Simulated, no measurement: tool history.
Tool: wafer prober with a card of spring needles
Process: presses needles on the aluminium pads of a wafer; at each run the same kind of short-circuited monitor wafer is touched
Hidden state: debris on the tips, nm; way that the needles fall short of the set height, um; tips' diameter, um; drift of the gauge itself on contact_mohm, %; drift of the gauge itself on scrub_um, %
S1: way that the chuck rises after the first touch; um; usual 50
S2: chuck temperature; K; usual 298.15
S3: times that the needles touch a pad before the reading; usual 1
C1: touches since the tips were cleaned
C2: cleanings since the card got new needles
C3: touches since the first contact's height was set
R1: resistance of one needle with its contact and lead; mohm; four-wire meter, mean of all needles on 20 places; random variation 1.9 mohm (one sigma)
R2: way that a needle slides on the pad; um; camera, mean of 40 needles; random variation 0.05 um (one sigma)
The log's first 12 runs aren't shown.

run	hour	S1	S2	S3	C1	C2	C3	R1	R2
# hour 773.3: tips cleaned on abrasive film
# hour 818.2: tips cleaned on abrasive film
# hour 858.5: tips cleaned on abrasive film
13	858.5	66	298.15	1	13	66	143938	187	8.53
# hour 902.9: tips cleaned on abrasive film
# hour 943.8: tips cleaned on abrasive film
14	958.2	66	298.15	1	2828	68	163481	189	8.48
# hour 990.4: tips cleaned on abrasive film
15	1005.9	50	298.15	1	3048	69	172825	196	6.43
# hour 1033.8: tips cleaned on abrasive film
# hour 1077.1: tips cleaned on abrasive film
16	1080.0	50	298.15	2	563	71	187329	198	6.44
# hour 1118.5: tips cleaned on abrasive film
17	1139.9	50	298.15	2	4210	72	199078	194	6.41
# hour 1159.2: tips cleaned on abrasive film
18	1185.3	50	298.15	2	5120	73	207977	195	6.48
# hour 1199.8: tips cleaned on abrasive film
19	1228.1	50	300.15	2	5563	74	216359	192	6.47
# hour 1242.6: tips cleaned on abrasive film
# hour 1281.5: height of the first contact set anew
# hour 1287.4: tips cleaned on abrasive film
20	1287.4	50	368.15	1	0	76	1144	214	6.46
# hour 1327.9: tips cleaned on abrasive film
# hour 1372.4: tips cleaned on abrasive film
21	1372.9	50	368.15	1	101	78	17887	213	6.35
# hour 1416.6: tips cleaned on abrasive film
22	1438.4	50	368.15	1	4272	79	30724	213	6.42
# hour 1456.3: tips cleaned on abrasive film
23	1483.2	50	381.15	1	5294	80	39512	218	6.46
# hour 1501.6: tips cleaned on abrasive film
24	1527.3	41	364.15	1	5053	81	48149	223	5.15
# hour 1546.4: tips cleaned on abrasive film
# hour 1586.9: tips cleaned on abrasive film
25	1608.3	41	364.15	1	4199	83	64021	222	5.23
# hour 1630.6: tips cleaned on abrasive film
# hour 1676.5: tips cleaned on abrasive film
26	1676.5	35	363.15	2	0	85	77375	229	4.46
# hour 1723.7: tips cleaned on abrasive film
27	1737.5	35	339.15	2	2705	86	89327	222	4.44
# hour 1766.7: tips cleaned on abrasive film
28	1793.6	50	298.15	3	5269	87	100322	196	6.42
# hour 1806.7: tips cleaned on abrasive film
# hour 1846.5: tips cleaned on abrasive film
# hour 1888.6: tips cleaned on abrasive film
29	1892.5	56	376.15	1	761	90	119690	212	7.17
# hour 1934.9: tips cleaned on abrasive film
30	1973.5	34	319.15	3	7583	91	135577	216	4.28

Forecast run 31:
# hour 1978.5: tips cleaned on abrasive film
# hour 2023.3: tips cleaned on abrasive film
31	2031.4	35	323.15	1	1586	93	146910	?	?

Run 31 gave R1 218 mohm, R2 4.49 um.
Without the tool's hidden state the same run would have given R1 218 mohm, R2 4.49 um.
